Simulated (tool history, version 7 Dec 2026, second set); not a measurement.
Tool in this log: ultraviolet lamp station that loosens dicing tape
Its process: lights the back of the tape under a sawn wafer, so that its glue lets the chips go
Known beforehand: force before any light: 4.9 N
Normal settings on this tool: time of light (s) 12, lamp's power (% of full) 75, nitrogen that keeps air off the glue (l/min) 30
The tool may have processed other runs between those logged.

run     day  time of light (s)  lamp's power (% of full)  nitrogen that keeps air off the glue (l/min)  force that peels the tape off (N)  light that reached the tape (mJ/cm²)
  1       0                 12                        75                                            30                               0.53                                   458
  2   0.208                 12                        75                                            30                               0.56                                   458
  3   0.571                 12                        75                                            30                              0.543                                   456
  4   0.838                 12                        75                                            30                              0.558                                   456
  5   1.088                 23                        75                                            30                              0.254                                   875
  6   1.425                 23                        75                                            30                               0.24                                   879
  7   1.654                 12                        75                                            30                              0.567                                   454
  8   1.838                 12                        75                                            30                              0.549                                   458
  9   2.171                 12                        75                                            27                              0.586                                   459
 10    2.35                  9                        75                                            27                                0.9                                   344
 11   2.633                 12                        75                                            30                              0.561                                   448
 12   2.892                 12                        73                                            30                              0.572                                   439
 13   3.133                 12                        73                                            30                              0.555                                   440
 14     3.4                 12                        75                                            30                              0.575                                   446
 15   3.796                 12                        77                                            30                              0.526                                   455
 16   4.129                 12                        75                                            33                              0.558                                   443
 17   4.442                 12                        88                                            30                              0.458                                   524
 18   4.792                 12                        64                                            30                              0.757                                   374
 19   5.004                 12                        75                                            30                              0.597                                   444
 20   5.262                 15                        75                                            30                                0.4                                   552
 21   5.575                 15                        75                                            30                              0.423                                   548
 22   5.938                 15                        75                                            30                              0.437                                   550
 23   6.238                  8                        73                                            19                              1.294                                   283
 24   6.475                 18                        73                                            19                              0.403                                   634
 25   6.796                 18                        73                                            19                              0.392                                   625
 26   7.062                 18                        73                                            19                              0.405                                   636
 27   7.388                  6                        90                                            28                              1.297                                   262
 28   7.588                 10                        91                                            28                              0.622                                   438
 29    7.95                 10                        91                                            28                              0.634                                   433
 30    8.15                 10                        91                                            28                              0.619                                   435
 31   8.467                 10                        91                                            48                              0.517                                   433
 32   8.704                 10                        91                                            48                              0.501                                   431
 33   8.967                 10                        91                                            13                                0.9                                   432
 34   9.258                 12                        75                                            52                              0.507                                   427
 35   9.521                 12                        64                                            31                              0.795                                   360
 36   9.904                 12                        60                                            17                              1.104                                   337
 37    10.2                 12                        61                                            12                              1.245                                   341
 38  10.554                 12                        73                                            10                              1.042                                   411

Predict the results of run 39:
 39  10.821                 13                        91                                            26                                  ?                                     ?

Run 39 came out at force that peels the tape off (N) 0.422, light that reached the tape (mJ/cm²) 549.
On a tool with no hidden condition, and with the same random variation, this run would have come out at force that peels the tape off (N) 0.31, light that reached the tape (mJ/cm²) 682.

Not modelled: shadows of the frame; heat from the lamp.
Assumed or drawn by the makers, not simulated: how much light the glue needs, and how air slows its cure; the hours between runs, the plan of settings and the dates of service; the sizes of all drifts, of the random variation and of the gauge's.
